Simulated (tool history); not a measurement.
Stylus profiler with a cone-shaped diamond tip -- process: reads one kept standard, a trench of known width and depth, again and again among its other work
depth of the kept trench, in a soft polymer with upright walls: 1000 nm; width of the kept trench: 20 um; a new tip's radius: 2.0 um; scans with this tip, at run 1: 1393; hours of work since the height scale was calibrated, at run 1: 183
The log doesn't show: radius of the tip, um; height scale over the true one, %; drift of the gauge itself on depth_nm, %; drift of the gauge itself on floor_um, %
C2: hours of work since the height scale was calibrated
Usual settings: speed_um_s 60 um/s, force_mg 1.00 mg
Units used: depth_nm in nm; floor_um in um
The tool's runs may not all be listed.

{"run": 1, "hour": 0.0, "speed_um_s": 60, "force_mg": 1.0, "scans with this tip": 1393, "C2": 183, "depth_nm": 1002.98, "floor_um": 16.08}
{"run": 2, "hour": 22.4, "speed_um_s": 60, "force_mg": 0.76, "scans with this tip": 1464, "C2": 193, "depth_nm": 1002.41, "floor_um": 16.0}
{"run": 3, "hour": 37.1, "speed_um_s": 60, "force_mg": 0.76, "scans with this tip": 1509, "C2": 199, "depth_nm": 1002.81, "floor_um": 15.98}
{"run": 4, "hour": 51.1, "speed_um_s": 60, "force_mg": 1.0, "scans with this tip": 1553, "C2": 204, "depth_nm": 1003.36, "floor_um": 15.98}
{"run": 5, "hour": 75.4, "speed_um_s": 60, "force_mg": 1.91, "scans with this tip": 1629, "C2": 214, "depth_nm": 1004.98, "floor_um": 16.2}
{"run": 6, "hour": 93.2, "speed_um_s": 60, "force_mg": 1.91, "scans with this tip": 1685, "C2": 222, "depth_nm": 1004.69, "floor_um": 16.18}
{"run": 7, "hour": 120.0, "speed_um_s": 60, "force_mg": 1.91, "scans with this tip": 1769, "C2": 233, "depth_nm": 1004.91, "floor_um": 16.22}
{"run": 8, "hour": 133.1, "speed_um_s": 60, "force_mg": 1.91, "scans with this tip": 1810, "C2": 238, "depth_nm": 1004.61, "floor_um": 16.25}
{"run": 9, "hour": 146.9, "speed_um_s": 60, "force_mg": 1.13, "scans with this tip": 1853, "C2": 244, "depth_nm": 1003.53, "floor_um": 16.07}
{"run": 10, "hour": 173.4, "speed_um_s": 60, "force_mg": 1.13, "scans with this tip": 1936, "C2": 255, "depth_nm": 1003.45, "floor_um": 16.08}
{"run": 11, "hour": 191.2, "speed_um_s": 60, "force_mg": 1.13, "scans with this tip": 1992, "C2": 262, "depth_nm": 1003.59, "floor_um": 16.12}
{"run": 12, "hour": 204.6, "speed_um_s": 60, "force_mg": 1.13, "scans with this tip": 2033, "C2": 268, "depth_nm": 1003.9, "floor_um": 16.08}
{"run": 13, "hour": 221.6, "speed_um_s": 85, "force_mg": 2.37, "scans with this tip": 2087, "C2": 275, "depth_nm": 1005.8, "floor_um": 16.09}
{"run": 14, "hour": 239.6, "speed_um_s": 84, "force_mg": 2.42, "scans with this tip": 2143, "C2": 282, "depth_nm": 1005.68, "floor_um": 16.07}
{"run": 15, "hour": 252.5, "speed_um_s": 19, "force_mg": 0.66, "scans with this tip": 2184, "C2": 287, "depth_nm": 1002.33, "floor_um": 16.33}
{"run": 16, "hour": 276.2, "speed_um_s": 19, "force_mg": 0.66, "scans with this tip": 2258, "C2": 297, "depth_nm": 1002.12, "floor_um": 16.34}
{"run": 17, "hour": 297.9, "speed_um_s": 30, "force_mg": 0.98, "scans with this tip": 2325, "C2": 306, "depth_nm": 1003.43, "floor_um": 16.3}
{"run": 18, "hour": 314.8, "speed_um_s": 30, "force_mg": 0.98, "scans with this tip": 2378, "C2": 313, "depth_nm": 1003.1, "floor_um": 16.31}
{"run": 19, "hour": 326.5, "speed_um_s": 124, "force_mg": 0.49, "scans with this tip": 2415, "C2": 318, "depth_nm": 1001.92, "floor_um": 15.09}
{"run": 20, "hour": 351.5, "speed_um_s": 123, "force_mg": 0.49, "scans with this tip": 2493, "C2": 328, "depth_nm": 1001.81, "floor_um": 15.17}
{"run": 21, "hour": 371.1, "speed_um_s": 161, "force_mg": 0.84, "scans with this tip": 2554, "C2": 336, "depth_nm": 1002.81, "floor_um": 15.14}
{"run": 22, "hour": 387.9, "speed_um_s": 128, "force_mg": 0.89, "scans with this tip": 2607, "C2": 343, "depth_nm": 1002.69, "floor_um": 15.48}
{"run": 23, "hour": 408.9, "speed_um_s": 128, "force_mg": 0.89, "scans with this tip": 2673, "C2": 352, "depth_nm": 1002.42, "floor_um": 15.49}

Alternative continuations, all from the tool just after run 23; predict every row:
{"run": "A", "hour": 434.3, "speed_um_s": 224, "force_mg": 0.98, "scans with this tip": 2752, "C2": 362, "depth_nm": "?", "floor_um": "?"}
{"run": "B", "hour": 434.3, "speed_um_s": 128, "force_mg": 0.69, "scans with this tip": 2752, "C2": 362, "depth_nm": "?", "floor_um": "?"}
{"run": "C", "hour": 434.3, "speed_um_s": 128, "force_mg": 1.33, "scans with this tip": 2752, "C2": 362, "depth_nm": "?", "floor_um": "?"}

run=A depth_nm=1002.84 floor_um=14.77
run=B depth_nm=1002.62 floor_um=15.34
run=C depth_nm=1003.59 floor_um=15.67
With the hidden condition removed and each run's random variation left untouched, the same runs would have given:
run=A depth_nm=1002.85 floor_um=14.78
run=B depth_nm=1002.63 floor_um=15.35
run=C depth_nm=1003.60 floor_um=15.67

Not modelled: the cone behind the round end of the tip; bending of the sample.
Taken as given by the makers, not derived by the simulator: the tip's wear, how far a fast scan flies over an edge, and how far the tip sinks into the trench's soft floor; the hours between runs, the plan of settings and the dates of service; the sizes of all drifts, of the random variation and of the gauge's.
